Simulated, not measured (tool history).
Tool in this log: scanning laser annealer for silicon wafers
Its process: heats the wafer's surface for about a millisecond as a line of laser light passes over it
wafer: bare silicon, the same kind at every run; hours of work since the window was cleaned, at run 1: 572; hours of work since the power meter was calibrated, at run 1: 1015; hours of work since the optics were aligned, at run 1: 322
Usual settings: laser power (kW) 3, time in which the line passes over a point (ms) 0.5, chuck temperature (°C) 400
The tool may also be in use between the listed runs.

run,hour,laser power (kW),time in which the line passes over a point (ms),chuck temperature (°C),hours of work since the window was cleaned,hours of work since the power meter was calibrated,hours of work since the optics were aligned,highest temperature of the surface (°C)
1,0,3,0.5,400,572,1015,322,1112
2,60.6,3,0.5,400,599,1042,349,1107
3,135.5,3,0.5,400,632,1076,383,1104
4,172.2,3,0.5,400,648,1092,399,1106
5,213.5,3,0.5,402,667,1110,417,1104
6,277.7,3,0.5,402,695,1139,446,1104
7,327.4,3.042,0.5,402,717,1161,468,1114
8,385,3,0.5,400,743,1187,494,1102
9,446.3,3,0.5,400,770,1214,521,1103
# hour 476.6: window over the wafer cleaned
10,493.5,3,0.5,400,8,1234,541,1120
11,568.2,3,0.5,400,41,1267,574,1121
12,623,3,0.5,400,65,1292,599,1122
13,694.1,3,0.5,400,97,1323,630,1119
14,755,3,0.5,400,124,1350,658,1117
15,817.1,3,0.5,400,152,1378,685,1115
16,872.7,3,0.5,400,176,1403,710,1118
17,907,3,0.458,400,192,1418,725,1085
18,948.3,3,0.458,400,210,1437,744,1086
19,995.6,3,0.608,400,231,1458,765,1189
20,1067.2,3,0.608,400,263,1489,797,1183
21,1134.1,3,0.608,400,293,1519,826,1181
22,1176.4,3,0.471,400,311,1538,845,1088
23,1242.1,3.038,0.381,420,341,1567,874,1052
24,1312.1,3,0.503,400,372,1598,906,1113
25,1352.5,3,0.503,400,390,1616,923,1109
26,1410,3.049,0.513,426,415,1642,949,1158
27,1467.2,3.049,0.513,426,441,1667,975,1157
# hour 1477.5: optics aligned, line set to its width
28,1535.8,2.929,0.561,426,469,1696,26,1147
29,1593,2.968,0.5,377,495,1721,51,1067
30,1667.2,2.804,0.5,377,528,1754,84,1019
31,1710.1,2.761,0.5,404,547,1773,104,1033
# hour 1731.4: optics aligned, line set to its width, once more
32,1749.9,2.627,0.5,435,562,1789,8,1041
33,1815,2.627,0.5,397,591,1818,37,1000
34,1851.1,2.933,0.5,416,607,1834,53,1109
35,1924.8,2.933,0.5,416,640,1867,86,1111
36,1980.5,2.998,0.463,384,665,1891,111,1069
37,2012.5,2.998,0.463,384,679,1906,125,1067
38,2049.7,2.998,0.463,438,696,1922,142,1120
39,2084.4,2.871,0.528,366,711,1938,157,1053
40,2149.3,2.887,0.603,385,740,1967,186,1125
41,2217.4,2.887,0.603,385,770,1997,216,1121

Each row is a separate what-if for the run after 41, all from the same tool condition, not one after another. Results?
# hour 2245.9: window over the wafer cleaned
A,2267.8,2.929,0.5,400,10,2018,238,?
# hour 2245.9: window over the wafer cleaned
B,2267.8,3.168,0.396,385,10,2018,238,?
# hour 2245.9: window over the wafer cleaned
C,2267.8,2.77,0.519,436,10,2018,238,?

run,highest temperature of the surface (°C)
A,1109
B,1080
C,1111
With no hidden state in the tool, these same runs would have given:
run,highest temperature of the surface (°C)
A,1112
B,1084
C,1115

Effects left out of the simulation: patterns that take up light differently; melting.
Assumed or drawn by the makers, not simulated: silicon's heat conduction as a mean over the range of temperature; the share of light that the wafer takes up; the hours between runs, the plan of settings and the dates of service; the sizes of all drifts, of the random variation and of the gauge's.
